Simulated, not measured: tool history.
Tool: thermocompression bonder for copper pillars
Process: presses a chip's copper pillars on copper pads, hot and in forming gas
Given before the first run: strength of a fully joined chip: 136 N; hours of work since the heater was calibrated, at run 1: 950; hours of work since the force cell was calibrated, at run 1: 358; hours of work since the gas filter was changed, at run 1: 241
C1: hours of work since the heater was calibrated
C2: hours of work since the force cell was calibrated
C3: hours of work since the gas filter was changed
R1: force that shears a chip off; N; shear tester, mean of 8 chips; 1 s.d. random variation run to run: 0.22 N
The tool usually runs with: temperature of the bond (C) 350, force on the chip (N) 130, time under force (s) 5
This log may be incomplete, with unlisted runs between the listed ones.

{"run": 1, "day": 0.0, "temperature of the bond (C)": 350, "force on the chip (N)": 130, "time under force (s)": 5, "C1": 950, "C2": 358, "C3": 241, "R1": 74.1}
{"run": 2, "day": 0.225, "temperature of the bond (C)": 350, "force on the chip (N)": 130, "time under force (s)": 5, "C1": 954, "C2": 362, "C3": 245, "R1": 73.9}
{"run": 3, "day": 0.671, "temperature of the bond (C)": 344, "force on the chip (N)": 130, "time under force (s)": 5, "C1": 962, "C2": 370, "C3": 253, "R1": 71.7}
{"run": 4, "day": 1.012, "temperature of the bond (C)": 344, "force on the chip (N)": 130, "time under force (s)": 5, "C1": 968, "C2": 377, "C3": 260, "R1": 71.8}
{"run": 5, "day": 1.55, "temperature of the bond (C)": 344, "force on the chip (N)": 130, "time under force (s)": 5, "C1": 978, "C2": 386, "C3": 269, "R1": 72}
{"run": 6, "day": 2.062, "temperature of the bond (C)": 344, "force on the chip (N)": 130, "time under force (s)": 5, "C1": 988, "C2": 396, "C3": 279, "R1": 71.1}
{"run": 7, "day": 2.4, "temperature of the bond (C)": 344, "force on the chip (N)": 130, "time under force (s)": 5, "C1": 994, "C2": 402, "C3": 285, "R1": 71.4}
{"run": 8, "day": 2.858, "temperature of the bond (C)": 344, "force on the chip (N)": 130, "time under force (s)": 5, "C1": 1002, "C2": 410, "C3": 293, "R1": 71.3}
{"run": 9, "day": 3.138, "temperature of the bond (C)": 344, "force on the chip (N)": 130, "time under force (s)": 5, "C1": 1007, "C2": 415, "C3": 298, "R1": 71.6}
{"run": 10, "day": 3.517, "temperature of the bond (C)": 350, "force on the chip (N)": 130, "time under force (s)": 10, "C1": 1014, "C2": 422, "C3": 305, "R1": 90.3}
{"run": 11, "day": 3.762, "temperature of the bond (C)": 350, "force on the chip (N)": 130, "time under force (s)": 5, "C1": 1018, "C2": 427, "C3": 310, "R1": 73.8}
{"run": 12, "day": 4.004, "temperature of the bond (C)": 350, "force on the chip (N)": 130, "time under force (s)": 5, "C1": 1023, "C2": 431, "C3": 314, "R1": 73.4}
{"run": 13, "day": 4.404, "temperature of the bond (C)": 350, "force on the chip (N)": 130, "time under force (s)": 5, "C1": 1030, "C2": 438, "C3": 321, "R1": 74.1}
{"run": 14, "day": 4.846, "temperature of the bond (C)": 350, "force on the chip (N)": 104, "time under force (s)": 5, "C1": 1038, "C2": 446, "C3": 329, "R1": 62}
{"run": 15, "day": 5.338, "temperature of the bond (C)": 350, "force on the chip (N)": 104, "time under force (s)": 5, "C1": 1047, "C2": 455, "C3": 338, "R1": 62.3}
{"run": 16, "day": 5.646, "temperature of the bond (C)": 350, "force on the chip (N)": 104, "time under force (s)": 5, "C1": 1053, "C2": 461, "C3": 344, "R1": 62.3}
{"run": 17, "day": 5.954, "temperature of the bond (C)": 370, "force on the chip (N)": 122, "time under force (s)": 5, "C1": 1058, "C2": 466, "C3": 350, "R1": 78.4}
{"run": 18, "day": 6.371, "temperature of the bond (C)": 360, "force on the chip (N)": 87, "time under force (s)": 6, "C1": 1066, "C2": 474, "C3": 357, "R1": 61.2}
{"run": 19, "day": 6.588, "temperature of the bond (C)": 360, "force on the chip (N)": 87, "time under force (s)": 6, "C1": 1070, "C2": 478, "C3": 361, "R1": 61.2}
{"run": 20, "day": 7.046, "temperature of the bond (C)": 360, "force on the chip (N)": 87, "time under force (s)": 6, "C1": 1078, "C2": 486, "C3": 369, "R1": 61.1}
{"run": 21, "day": 7.588, "temperature of the bond (C)": 360, "force on the chip (N)": 87, "time under force (s)": 6, "C1": 1088, "C2": 496, "C3": 379, "R1": 61.1}
{"run": 22, "day": 7.862, "temperature of the bond (C)": 350, "force on the chip (N)": 175, "time under force (s)": 5, "C1": 1093, "C2": 501, "C3": 384, "R1": 89}
{"run": 23, "day": 8.096, "temperature of the bond (C)": 355, "force on the chip (N)": 106, "time under force (s)": 5, "C1": 1097, "C2": 505, "C3": 388, "R1": 64.7}
{"run": 24, "day": 8.408, "temperature of the bond (C)": 352, "force on the chip (N)": 106, "time under force (s)": 4, "C1": 1103, "C2": 511, "C3": 394, "R1": 58.7}
{"run": 25, "day": 8.904, "temperature of the bond (C)": 345, "force on the chip (N)": 115, "time under force (s)": 4, "C1": 1112, "C2": 520, "C3": 403, "R1": 60.3}
{"run": 26, "day": 9.171, "temperature of the bond (C)": 372, "force on the chip (N)": 107, "time under force (s)": 9, "C1": 1117, "C2": 525, "C3": 408, "R1": 85.2}
{"run": 27, "day": 9.667, "temperature of the bond (C)": 372, "force on the chip (N)": 107, "time under force (s)": 9, "C1": 1126, "C2": 534, "C3": 417, "R1": 84.7}
{"run": 28, "day": 10.071, "temperature of the bond (C)": 372, "force on the chip (N)": 107, "time under force (s)": 9, "C1": 1133, "C2": 541, "C3": 424, "R1": 85.2}
{"run": 29, "day": 10.317, "temperature of the bond (C)": 350, "force on the chip (N)": 145, "time under force (s)": 4, "C1": 1138, "C2": 546, "C3": 429, "R1": 73.7}
{"run": 30, "day": 10.608, "temperature of the bond (C)": 364, "force on the chip (N)": 118, "time under force (s)": 5, "C1": 1143, "C2": 551, "C3": 434, "R1": 73.6}

Some steps in R1 between neighbouring runs. How much of each would the tool show without its hidden state too (settings, what came in, random variation), and how much is left for the hidden state, with any gauge scatter that isn't in both results?
Hidden conditions of the tool in this case: true temperature of the bond over the reading, C; force that reaches the chip, % of what is set; oxide that the forming gas leaves, % of the face; drift of the gauge itself on shear_n, %.
Run 21 -> 22: temperature of the bond (C) 360 -> 350, force on the chip (N) 87 -> 175, time under force (s) 6 -> 5. R1 +27.9 N: hidden state -1.2, all else +29.1.
Run 22 -> 23: temperature of the bond (C) 350 -> 355, force on the chip (N) 175 -> 106. R1 -24.3 N: hidden state +1.1, all else -25.4.
Run 25 -> 26: temperature of the bond (C) 345 -> 372, force on the chip (N) 115 -> 107, time under force (s) 4 -> 9. R1 +24.9 N: hidden state -1.5, all else +26.4.
